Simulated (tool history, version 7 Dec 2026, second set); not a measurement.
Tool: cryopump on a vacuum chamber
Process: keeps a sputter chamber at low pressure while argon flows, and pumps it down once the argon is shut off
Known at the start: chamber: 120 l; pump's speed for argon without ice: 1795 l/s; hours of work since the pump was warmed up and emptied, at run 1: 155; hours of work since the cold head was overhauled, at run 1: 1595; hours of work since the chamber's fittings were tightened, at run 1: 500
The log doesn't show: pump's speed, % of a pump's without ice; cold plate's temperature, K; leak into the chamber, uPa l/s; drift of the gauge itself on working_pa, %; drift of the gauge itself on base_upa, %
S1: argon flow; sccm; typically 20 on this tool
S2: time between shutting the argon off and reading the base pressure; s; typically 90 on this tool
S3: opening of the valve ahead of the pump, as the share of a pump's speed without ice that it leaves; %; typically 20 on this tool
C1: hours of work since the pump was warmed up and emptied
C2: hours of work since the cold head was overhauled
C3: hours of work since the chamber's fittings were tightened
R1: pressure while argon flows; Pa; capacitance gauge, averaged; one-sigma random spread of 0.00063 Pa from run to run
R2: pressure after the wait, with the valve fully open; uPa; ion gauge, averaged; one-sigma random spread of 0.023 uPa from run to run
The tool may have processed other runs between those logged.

run	hour	S1	S2	S3	C1	C2	C3	R1	R2
1	0.0	20	90	20	155	1595	500	0.0953	1.07
2	76.0	20	90	20	195	1636	541	0.0956	1.13
3	152.3	20	28	20	236	1676	581	0.0965	2.31
4	211.8	20	90	51	267	1708	612	0.0385	1.17
5	289.6	20	205	20	308	1749	654	0.0970	0.84
6	355.6	20	205	20	343	1784	689	0.0962	0.86
7	426.3	20	90	20	381	1821	726	0.0968	1.24
8	533.0	20	121	20	437	1877	782	0.0978	1.14
9	622.9	31	90	20	485	1925	830	0.1514	1.30
10	669.4	21	90	20	509	1950	855	0.1034	1.33
11	728.5	21	90	20	540	1981	886	0.1030	1.33
12	826.7	24	43	19	592	2033	938	0.1241	2.04
13	912.8	24	43	19	638	2078	983	0.1260	2.10
# hour 993.0: pump warmed up, emptied and cooled again
14	1016.5	24	43	19	12	2131	1036	0.1199	1.96
15	1063.5	30	90	44	37	2155	1060	0.0650	1.33
16	1110.8	34	44	20	62	2180	1085	0.1622	1.88
17	1202.6	34	44	20	111	2229	1134	0.1624	2.01
18	1274.5	38	90	43	149	2267	1172	0.0866	1.40

Here are 5 independent what-if runs from the current tool condition. What would each one return?
A	1367.7	20	90	18	198	2316	1221	?	?
B	1367.7	31	107	25	198	2316	1221	?	?
C	1367.7	9	139	17	198	2316	1221	?	?
D	1367.7	10	37	43	198	2316	1221	?	?
E	1367.7	12	90	15	198	2316	1221	?	?

run	R1	R2
A	0.1054	1.45
B	0.1188	1.31
C	0.0501	1.24
D	0.0221	2.29
E	0.0759	1.46
Take away the tool's hidden state, keep each run's random variation, and the runs would have read:
run	R1	R2
A	0.1036	0.75
B	0.1160	0.62
C	0.0493	0.54
D	0.0212	1.58
E	0.0748	0.76
